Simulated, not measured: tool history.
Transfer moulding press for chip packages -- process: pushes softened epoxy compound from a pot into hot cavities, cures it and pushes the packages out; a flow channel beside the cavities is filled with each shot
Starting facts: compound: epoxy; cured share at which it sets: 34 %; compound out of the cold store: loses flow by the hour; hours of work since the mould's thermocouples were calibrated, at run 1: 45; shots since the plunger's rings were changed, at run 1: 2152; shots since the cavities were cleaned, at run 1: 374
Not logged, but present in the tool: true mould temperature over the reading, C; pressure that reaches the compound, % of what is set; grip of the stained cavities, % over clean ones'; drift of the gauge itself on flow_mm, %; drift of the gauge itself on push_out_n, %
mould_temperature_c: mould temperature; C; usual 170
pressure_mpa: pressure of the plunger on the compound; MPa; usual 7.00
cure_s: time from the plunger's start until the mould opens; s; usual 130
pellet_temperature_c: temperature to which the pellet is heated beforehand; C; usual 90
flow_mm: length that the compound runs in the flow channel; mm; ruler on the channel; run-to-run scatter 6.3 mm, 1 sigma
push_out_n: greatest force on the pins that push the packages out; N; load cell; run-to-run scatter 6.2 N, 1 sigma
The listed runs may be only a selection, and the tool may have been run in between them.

| run | hour | mould_temperature_c | pressure_mpa | cure_s | pellet_temperature_c | hours of work since the mould's thermocouples were calibrated | shots since the plunger's rings were changed | shots since the cavities were cleaned | incoming compound's hours out of the cold store | flow_mm | push_out_n |
|---|---|---|---|---|---|---|---|---|---|---|---|
| 1 | 0.0 | 170 | 7.00 | 130 | 90 | 45 | 2152 | 374 | 33.0 | 690 | 382 |
|  | 36.4 | cavities cleaned with cleaning compound and waxed |
| 2 | 78.9 | 170 | 5.35 | 130 | 90 | 92 | 2886 | 403 | 24.3 | 627 | 393 |
|  | 110.5 | cavities cleaned with cleaning compound and waxed |
| 3 | 153.7 | 170 | 5.35 | 130 | 90 | 137 | 3581 | 410 | 30.2 | 592 | 385 |
|  | 182.6 | cavities cleaned with cleaning compound and waxed |
| 4 | 213.6 | 170 | 5.35 | 130 | 90 | 172 | 4135 | 294 | 22.3 | 621 | 366 |
|  | 254.1 | cavities cleaned with cleaning compound and waxed |
| 5 | 274.9 | 170 | 5.35 | 130 | 90 | 209 | 4703 | 197 | 30.9 | 605 | 344 |
|  | 326.3 | plunger's sealing rings changed |
|  | 327.8 | cavities cleaned with cleaning compound and waxed |
| 6 | 339.2 | 170 | 5.35 | 130 | 90 | 246 | 109 | 109 | 13.9 | 671 | 313 |
|  | 397.5 | cavities cleaned with cleaning compound and waxed |
| 7 | 397.5 | 170 | 5.35 | 130 | 90 | 280 | 648 | 0 | 43.7 | 587 | 238 |
| 8 | 433.0 | 170 | 5.35 | 130 | 90 | 302 | 984 | 336 | 10.0 | 678 | 392 |
|  | 470.4 | cavities cleaned with cleaning compound and waxed |
| 9 | 483.1 | 170 | 5.35 | 130 | 90 | 332 | 1445 | 120 | 41.3 | 588 | 299 |
|  | 514.0 | mould's thermocouples calibrated |
|  | 543.7 | cavities cleaned with cleaning compound and waxed |
| 10 | 543.7 | 170 | 5.35 | 130 | 90 | 17 | 1986 | 0 | 38.6 | 587 | 244 |
| 11 | 589.3 | 170 | 7.00 | 130 | 90 | 45 | 2419 | 433 | 25.4 | 710 | 385 |
|  | 613.8 | cavities cleaned with cleaning compound and waxed |
| 12 | 647.6 | 170 | 7.00 | 130 | 90 | 80 | 2958 | 321 | 27.8 | 695 | 366 |
|  | 685.5 | cavities cleaned with cleaning compound and waxed |
| 13 | 722.4 | 170 | 8.34 | 130 | 90 | 124 | 3654 | 351 | 41.7 | 707 | 376 |
|  | 759.6 | cavities cleaned with cleaning compound and waxed |
| 14 | 775.8 | 170 | 8.34 | 130 | 90 | 156 | 4145 | 153 | 44.5 | 689 | 321 |
|  | 831.0 | cavities cleaned with cleaning compound and waxed |
| 15 | 839.3 | 170 | 8.34 | 130 | 90 | 194 | 4733 | 78 | 38.5 | 716 | 283 |
|  | 892.2 | plunger's sealing rings changed |
| 16 | 899.9 | 162 | 6.93 | 138 | 90 | 229 | 73 | 630 | 28.0 | 755 | 532 |
|  | 907.1 | cavities cleaned with cleaning compound and waxed |
| 17 | 972.8 | 165 | 6.93 | 143 | 90 | 273 | 750 | 623 | 32.8 | 714 | 440 |
|  | 978.2 | cavities cleaned with cleaning compound and waxed |
| 18 | 1019.5 | 174 | 8.46 | 160 | 90 | 300 | 1179 | 392 | 32.1 | 769 | 358 |
|  | 1051.3 | cavities cleaned with cleaning compound and waxed |
| 19 | 1092.9 | 170 | 8.36 | 130 | 90 | 344 | 1861 | 394 | 22.9 | 807 | 365 |
|  | 1101.6 | mould's thermocouples calibrated |
|  | 1123.0 | cavities cleaned with cleaning compound and waxed |
| 20 | 1147.7 | 170 | 8.36 | 130 | 90 | 27 | 2348 | 235 | 40.5 | 742 | 330 |
| 21 | 1186.2 | 170 | 8.36 | 130 | 99 | 51 | 2713 | 600 | 17.1 | 801 | 412 |
|  | 1198.4 | cavities cleaned with cleaning compound and waxed |
| 22 | 1244.9 | 174 | 7.25 | 125 | 90 | 86 | 3255 | 441 | 8.4 | 782 | 380 |
|  | 1270.2 | cavities cleaned with cleaning compound and waxed |
| 23 | 1312.8 | 170 | 6.44 | 166 | 84 | 126 | 3886 | 404 | 27.0 | 658 | 361 |
|  | 1343.8 | cavities cleaned with cleaning compound and waxed |
| 24 | 1378.1 | 170 | 7.01 | 130 | 90 | 165 | 4490 | 325 | 41.8 | 649 | 357 |
|  | 1416.6 | cavities cleaned with cleaning compound and waxed |
| 25 | 1418.5 | 164 | 7.01 | 130 | 90 | 189 | 4860 | 19 | 28.5 | 690 | 314 |
|  | 1455.1 | plunger's sealing rings changed |
|  | 1492.2 | cavities cleaned with cleaning compound and waxed |
| 26 | 1492.2 | 164 | 7.01 | 130 | 90 | 231 | 338 | 0 | 39.9 | 703 | 287 |
| 27 | 1537.9 | 164 | 7.01 | 130 | 90 | 259 | 771 | 433 | 47.9 | 683 | 476 |

Each row is a separate what-if for the run after 27, all from the same tool condition, not one after another. Results?
|  | 1563.4 | cavities cleaned with cleaning compound and waxed |
| A | 1584.7 | 170 | 7.00 | 129 | 90 | 287 | 1201 | 202 | 39.2 | ? | ? |
|  | 1563.4 | cavities cleaned with cleaning compound and waxed |
| B | 1584.7 | 168 | 7.01 | 160 | 86 | 287 | 1201 | 202 | 24.0 | ? | ? |
|  | 1563.4 | cavities cleaned with cleaning compound and waxed |
| C | 1584.7 | 164 | 7.11 | 130 | 90 | 287 | 1201 | 202 | 31.2 | ? | ? |

| run | flow_mm | push_out_n |
|---|---|---|
| A | 686 | 332 |
| B | 731 | 312 |
| C | 727 | 425 |
Without the tool's hidden state the same runs would have given:
| run | flow_mm | push_out_n |
|---|---|---|
| A | 701 | 240 |
| B | 747 | 226 |
| C | 743 | 309 |
